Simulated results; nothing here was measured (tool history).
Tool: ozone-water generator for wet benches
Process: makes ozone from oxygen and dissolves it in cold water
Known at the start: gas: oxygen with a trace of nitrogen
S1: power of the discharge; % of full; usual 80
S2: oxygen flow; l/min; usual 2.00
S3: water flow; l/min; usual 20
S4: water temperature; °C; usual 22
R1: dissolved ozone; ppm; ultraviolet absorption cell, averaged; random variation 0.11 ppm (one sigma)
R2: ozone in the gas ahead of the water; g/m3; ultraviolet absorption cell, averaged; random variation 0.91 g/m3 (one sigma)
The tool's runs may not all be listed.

Run 1, hour 0.0: usual settings. Result: R1 7.0 ppm, R2 145.2 g/m3.
Run 2, hour 46.9: usual settings. Result: R1 6.8 ppm, R2 147.3 g/m3.
Run 3, hour 72.8: usual settings. Result: R1 6.9 ppm, R2 145.1 g/m3.
Run 4, hour 106.8: usual settings but S2 3.44 l/min. Result: R1 7.2 ppm, R2 107.2 g/m3.
Run 5, hour 145.1: usual settings. Result: R1 6.8 ppm, R2 145.0 g/m3.
Run 6, hour 173.4: usual settings but S3 17 l/min. Result: R1 8.1 ppm, R2 146.1 g/m3.
Run 7, hour 224.6: usual settings but S3 14 l/min. Result: R1 9.7 ppm, R2 146.0 g/m3.
Run 8, hour 268.7: usual settings but S3 14 l/min. Result: R1 9.6 ppm, R2 145.5 g/m3.
Run 9, hour 296.6: usual settings but S3 14 l/min. Result: R1 9.5 ppm, R2 145.6 g/m3.
Run 10, hour 341.7: usual settings but S3 14 l/min. Result: R1 9.6 ppm, R2 146.9 g/m3.
Run 11, hour 393.1: usual settings but S2 1.57 l/min. Result: R1 6.5 ppm, R2 167.2 g/m3.
Run 12, hour 449.2: usual settings but S2 1.57 l/min. Result: R1 6.5 ppm, R2 167.8 g/m3.
Run 13, hour 495.4: usual settings but S2 1.57 l/min. Result: R1 6.5 ppm, R2 167.1 g/m3.
Run 14, hour 519.4: usual settings but S1 88 % of full. Result: R1 7.2 ppm, R2 152.9 g/m3.
Run 15, hour 574.1: usual settings but S1 88 % of full. Result: R1 7.2 ppm, R2 153.4 g/m3.
Run 16, hour 610.0: usual settings but S1 88 % of full. Result: R1 7.1 ppm, R2 153.8 g/m3.
Run 17, hour 646.8: usual settings but S1 88 % of full. Result: R1 7.2 ppm, R2 154.5 g/m3.
Run 18, hour 689.6: usual settings but S1 88 % of full, S4 16 °C. Result: R1 7.5 ppm, R2 152.4 g/m3.
Run 19, hour 730.2: usual settings but S1 88 % of full, S4 16 °C. Result: R1 7.6 ppm, R2 154.6 g/m3.
Run 20, hour 770.7: usual settings but S4 25 °C. Result: R1 6.5 ppm, R2 145.7 g/m3.
Run 21, hour 818.5: usual settings but S1 49 % of full, S2 2.27 l/min, S3 19 l/min, S4 26 °C. Result: R1 5.3 ppm, R2 102.9 g/m3.

Run 22 comes next. What will it give?
Run 22, hour 860.2: usual settings but S1 45 % of full, S3 14 l/min, S4 27 °C. Result: R1 ?, R2 ?.

{"run 22": {"R1": 6.4, "R2": 105.1}}
Without the tool's hidden state the same run would have given R1 6.7 ppm, R2 108.3 g/m3.
